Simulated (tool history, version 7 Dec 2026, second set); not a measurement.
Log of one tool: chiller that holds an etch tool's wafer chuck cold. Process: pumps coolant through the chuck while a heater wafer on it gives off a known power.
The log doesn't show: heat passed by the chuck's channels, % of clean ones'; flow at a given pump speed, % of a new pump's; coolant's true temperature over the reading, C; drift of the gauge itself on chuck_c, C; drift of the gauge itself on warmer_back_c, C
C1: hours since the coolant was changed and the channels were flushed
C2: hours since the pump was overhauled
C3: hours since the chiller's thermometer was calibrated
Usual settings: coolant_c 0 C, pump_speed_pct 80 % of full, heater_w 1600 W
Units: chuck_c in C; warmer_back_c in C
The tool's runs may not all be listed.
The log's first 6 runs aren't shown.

Run 7, hour 417.7: usual settings but pump_speed_pct 90 % of full; C1 2527; C2 1733; C3 848. Result: chuck_c 13.0 C, warmer_back_c 5.82 C.
Run 8, hour 470.9: usual settings but pump_speed_pct 90 % of full; C1 2580; C2 1786; C3 901. Result: chuck_c 13.0 C, warmer_back_c 5.84 C.
Run 9, hour 542.6: usual settings but coolant_c -6 C, pump_speed_pct 90 % of full; C1 2652; C2 1858; C3 973. Result: chuck_c 7.2 C, warmer_back_c 5.78 C.
Run 10, hour 602.1: usual settings but coolant_c -6 C, pump_speed_pct 90 % of full; C1 2711; C2 1917; C3 1033. Result: chuck_c 7.0 C, warmer_back_c 5.82 C.
Run 11, hour 673.3: usual settings but coolant_c -6 C, pump_speed_pct 90 % of full; C1 2782; C2 1988; C3 1104. Result: chuck_c 7.1 C, warmer_back_c 5.74 C.
Run 12, hour 752.9: usual settings; C1 2862; C2 2068; C3 1183. Result: chuck_c 14.2 C, warmer_back_c 6.54 C.
Run 13, hour 843.3: usual settings; C1 2952; C2 2158; C3 1274. Result: chuck_c 14.1 C, warmer_back_c 6.60 C.
Run 14, hour 907.9: usual settings; C1 3017; C2 2223; C3 1338. Result: chuck_c 14.1 C, warmer_back_c 6.60 C.
Run 15, hour 953.9: usual settings but pump_speed_pct 73 % of full; C1 3063; C2 2269; C3 1384. Result: chuck_c 15.2 C, warmer_back_c 7.22 C.
Run 16, hour 1021.2: usual settings but pump_speed_pct 73 % of full; C1 3130; C2 2336; C3 1452. Result: chuck_c 14.9 C, warmer_back_c 7.26 C.
Run 17, hour 1090.3: usual settings but coolant_c 7 C, pump_speed_pct 72 % of full, heater_w 839 W; C1 3199; C2 2405; C3 1521. Result: chuck_c 14.8 C, warmer_back_c 3.80 C.
Run 18, hour 1134.6: usual settings but coolant_c 10 C, pump_speed_pct 81 % of full; C1 3244; C2 2450; C3 1565. Result: chuck_c 24.0 C, warmer_back_c 6.41 C.
Run 19, hour 1209.3: usual settings but coolant_c 10 C, pump_speed_pct 81 % of full; C1 3318; C2 2524; C3 1640. Result: chuck_c 24.0 C, warmer_back_c 6.41 C.
Run 20, hour 1288.4: usual settings but coolant_c 10 C, pump_speed_pct 81 % of full; C1 3397; C2 2603; C3 1719. Result: chuck_c 24.1 C, warmer_back_c 6.43 C.
Run 21, hour 1375.2: usual settings but coolant_c 10 C, pump_speed_pct 81 % of full; C1 3484; C2 2690; C3 1806. Result: chuck_c 24.2 C, warmer_back_c 6.41 C.
Run 22, hour 1453.3: usual settings but coolant_c 6 C, pump_speed_pct 60 % of full; C1 3562; C2 2768; C3 1884. Result: chuck_c 23.2 C, warmer_back_c 8.87 C.
Run 23, hour 1525.4: usual settings but coolant_c -10 C, pump_speed_pct 79 % of full, heater_w 2240 W; C1 3634; C2 2840; C3 1956. Result: chuck_c 9.9 C, warmer_back_c 9.29 C.
Run 24, hour 1604.3: usual settings but coolant_c -10 C, pump_speed_pct 79 % of full, heater_w 2240 W; C1 3713; C2 2919; C3 2035. Result: chuck_c 9.9 C, warmer_back_c 9.27 C.
Run 25, hour 1656.6: usual settings but coolant_c -9 C, heater_w 1089 W; C1 3766; C2 2972; C3 2087. Result: chuck_c 0.6 C, warmer_back_c 4.31 C.
Run 26, hour 1699.6: usual settings but pump_speed_pct 86 % of full, heater_w 1011 W; C1 3809; C2 3015; C3 2130. Result: chuck_c 8.6 C, warmer_back_c 3.68 C.
Run 27, hour 1783.2: usual settings but coolant_c -3 C, pump_speed_pct 91 % of full, heater_w 1063 W; C1 3892; C2 3098; C3 2214. Result: chuck_c 5.6 C, warmer_back_c 3.63 C.
Run 28, hour 1836.5: usual settings but pump_speed_pct 89 % of full; C1 3946; C2 3152; C3 2267. Result: chuck_c 13.3 C, warmer_back_c 5.72 C.
Run 29, hour 1916.9: usual settings but pump_speed_pct 68 % of full, heater_w 1513 W; C1 4026; C2 3232; C3 2347. Result: chuck_c 15.0 C, warmer_back_c 7.27 C.
Run 30, hour 2011.8: usual settings but coolant_c -3 C, pump_speed_pct 87 % of full, heater_w 1099 W; C1 4121; C2 3327; C3 2442. Result: chuck_c 6.2 C, warmer_back_c 3.91 C.
Run 31, hour 2081.3: usual settings but pump_speed_pct 61 % of full; C1 4190; C2 3396; C3 2512. Result: chuck_c 17.0 C, warmer_back_c 8.72 C.

4 ways to go on from here, each from the tool as it stands after run 31. What would each give?
Run A, hour 2153.8: usual settings but coolant_c 3 C, pump_speed_pct 76 % of full, heater_w 1579 W; C1 4263; C2 3469; C3 2584. Result: chuck_c ?, warmer_back_c ?.
Run B, hour 2153.8: usual settings but coolant_c -3 C, pump_speed_pct 61 % of full; C1 4263; C2 3469; C3 2584. Result: chuck_c ?, warmer_back_c ?.
Run C, hour 2153.8: usual settings but coolant_c 9 C, pump_speed_pct 61 % of full; C1 4263; C2 3469; C3 2584. Result: chuck_c ?, warmer_back_c ?.
Run D, hour 2153.8: usual settings but coolant_c -4 C, pump_speed_pct 94 % of full, heater_w 2363 W; C1 4263; C2 3469; C3 2584. Result: chuck_c ?, warmer_back_c ?.

run  chuck_c  warmer_back_c
  A     17.4           6.71
  B     13.9           8.69
  C     26.2           8.57
  D     14.7           8.01
Without the tool's hidden state the same runs would have given:
run  chuck_c  warmer_back_c
  A     17.4           6.98
  B     13.8           8.95
  C     26.1           8.84
  D     14.6           8.28

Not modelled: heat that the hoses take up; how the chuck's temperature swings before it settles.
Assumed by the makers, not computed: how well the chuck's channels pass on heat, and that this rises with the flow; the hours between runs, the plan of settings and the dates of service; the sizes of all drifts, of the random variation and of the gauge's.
